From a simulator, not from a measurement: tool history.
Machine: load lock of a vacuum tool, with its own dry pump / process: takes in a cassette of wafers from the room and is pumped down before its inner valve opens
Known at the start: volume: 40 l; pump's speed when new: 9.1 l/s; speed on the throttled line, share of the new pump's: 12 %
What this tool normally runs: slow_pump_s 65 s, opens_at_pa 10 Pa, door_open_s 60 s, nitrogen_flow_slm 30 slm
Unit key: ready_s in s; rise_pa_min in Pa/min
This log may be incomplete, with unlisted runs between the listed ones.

run     day  slow_pump_s  opens_at_pa  door_open_s  nitrogen_flow_slm  incoming humidity of the room's air, %  ready_s  rise_pa_min
  1   0.000           65           10           60                 30                                    46.2    101.6        0.059
  2   4.379           65           10           60                 30                                    43.8    102.2        0.061
  3   8.692           98           10           60                 30                                    43.8    131.2        0.058
  4  14.383           98           10           60                 30                                    44.6    129.7        0.062
  5  18.429           65           10           60                 30                                    45.1    101.6        0.063
  6  21.288           87           10           60                 30                                    46.6    120.5        0.061
  7  25.175           65           10           60                 30                                    46.2    100.8        0.060
  8  28.104           65           10           60                 30                                    42.8    102.5        0.058
  9  30.575           65           10           60                 30                                    46.2    102.3        0.063
 10  33.288           65           10           60                 30                                    43.4    101.2        0.065
 11  38.321           65           10           60                 30                                    44.3    101.7        0.066
 12  43.454           65           10           60                 30                                    41.2    101.7        0.060
 13  47.829           65           10           60                 30                                    47.3    102.2        0.072
 14  52.633           65           13           60                 30                                    45.5    100.3        0.070
 15  58.054           65           10           60                 30                                    43.6    102.3        0.062
 16  62.225           65           10           60                 30                                    44.2    101.6        0.069
 17  66.342           65           10           60                 30                                    43.7    102.2        0.062
 18  71.379           65           10           60                 30                                    44.7    103.4        0.068
 19  75.742           65           10          178                 30                                    45.2    101.4        0.087
 20  78.854           46            8           68                  6                                    45.0     87.4        0.106
 21  81.458           65           10          144                 30                                    46.9    102.3        0.084
 22  84.354           36            8           60                 30                                    45.4     78.0        0.066
 23  89.104           36            8           60                 30                                    45.0     78.3        0.069
 24  93.983           58           10           34                 31                                    41.7     97.0        0.062
 25  97.054           57           10           34                 37                                    43.1     95.6        0.060

The next listed run, before its measurement:
 26  101.054           67            9           34                 23                                    45.2        ?            ?

{"run 26": {"ready_s": 104.6, "rise_pa_min": 0.068}}
With no hidden state in the tool, this same run would have given ready_s 100.0 s, rise_pa_min 0.037 Pa/min.
